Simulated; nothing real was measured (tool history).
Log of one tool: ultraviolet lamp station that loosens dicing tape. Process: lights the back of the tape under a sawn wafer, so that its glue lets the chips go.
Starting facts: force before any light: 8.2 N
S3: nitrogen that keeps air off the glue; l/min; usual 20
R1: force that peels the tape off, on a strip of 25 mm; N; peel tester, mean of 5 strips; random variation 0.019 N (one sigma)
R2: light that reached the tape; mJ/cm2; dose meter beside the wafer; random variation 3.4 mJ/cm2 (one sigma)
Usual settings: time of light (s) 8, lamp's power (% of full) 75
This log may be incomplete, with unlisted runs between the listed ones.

run 1 hour=0.0 | time_of_light_(s)=8 lamp's_power_(%_of_full)=75 S3=20 | R1=0.925 R2=545
run 2 hour=63.5 | time_of_light_(s)=8 lamp's_power_(%_of_full)=99 S3=20 | R1=0.505 R2=729
run 3 hour=101.1 | time_of_light_(s)=8 lamp's_power_(%_of_full)=99 S3=20 | R1=0.500 R2=728
run 4 hour=152.6 | time_of_light_(s)=8 lamp's_power_(%_of_full)=75 S3=20 | R1=0.962 R2=548
run 5 hour=225.5 | time_of_light_(s)=8 lamp's_power_(%_of_full)=75 S3=20 | R1=0.967 R2=552
run 6 hour=281.3 | time_of_light_(s)=8 lamp's_power_(%_of_full)=75 S3=20 | R1=0.959 R2=548
run 7 hour=334.9 | time_of_light_(s)=8 lamp's_power_(%_of_full)=75 S3=20 | R1=0.959 R2=547
run 8 hour=395.9 | time_of_light_(s)=8 lamp's_power_(%_of_full)=75 S3=6 | R1=2.202 R2=549
run 9 hour=435.6 | time_of_light_(s)=8 lamp's_power_(%_of_full)=75 S3=6 | R1=2.218 R2=554
run 10 hour=502.5 | time_of_light_(s)=8 lamp's_power_(%_of_full)=75 S3=6 | R1=2.211 R2=545
run 11 hour=552.3 | time_of_light_(s)=8 lamp's_power_(%_of_full)=75 S3=7 | R1=1.939 R2=545
run 12 hour=615.2 | time_of_light_(s)=8 lamp's_power_(%_of_full)=75 S3=7 | R1=2.029 R2=547
run 13 hour=650.2 | time_of_light_(s)=7 lamp's_power_(%_of_full)=96 S3=34 | R1=0.455 R2=618
run 14 hour=684.6 | time_of_light_(s)=4 lamp's_power_(%_of_full)=96 S3=34 | R1=1.498 R2=351
run 15 hour=747.4 | time_of_light_(s)=4 lamp's_power_(%_of_full)=78 S3=12 | R1=3.264 R2=287
run 16 hour=804.4 | time_of_light_(s)=4 lamp's_power_(%_of_full)=78 S3=22 | R1=2.483 R2=283
run 17 hour=874.6 | time_of_light_(s)=13 lamp's_power_(%_of_full)=78 S3=8 | R1=0.699 R2=926
run 18 hour=933.2 | time_of_light_(s)=13 lamp's_power_(%_of_full)=78 S3=8 | R1=0.683 R2=933
run 19 hour=1002.3 | time_of_light_(s)=12 lamp's_power_(%_of_full)=87 S3=38 | R1=0.137 R2=956

Not shown: 2 entries that the log had between the listed runs. Between which runs, and how does the tool's hidden state differ before and after?
In the gap between runs 6 and 7: window cleaned of glue's vapour (hour 331.2)
  light that the window lets through, % of a clean one's: 99.9 -> 100
In the gap between runs 14 and 15: window cleaned of glue's vapour (hour 688.3)
  light that the window lets through, % of a clean one's: 99.9 -> 100

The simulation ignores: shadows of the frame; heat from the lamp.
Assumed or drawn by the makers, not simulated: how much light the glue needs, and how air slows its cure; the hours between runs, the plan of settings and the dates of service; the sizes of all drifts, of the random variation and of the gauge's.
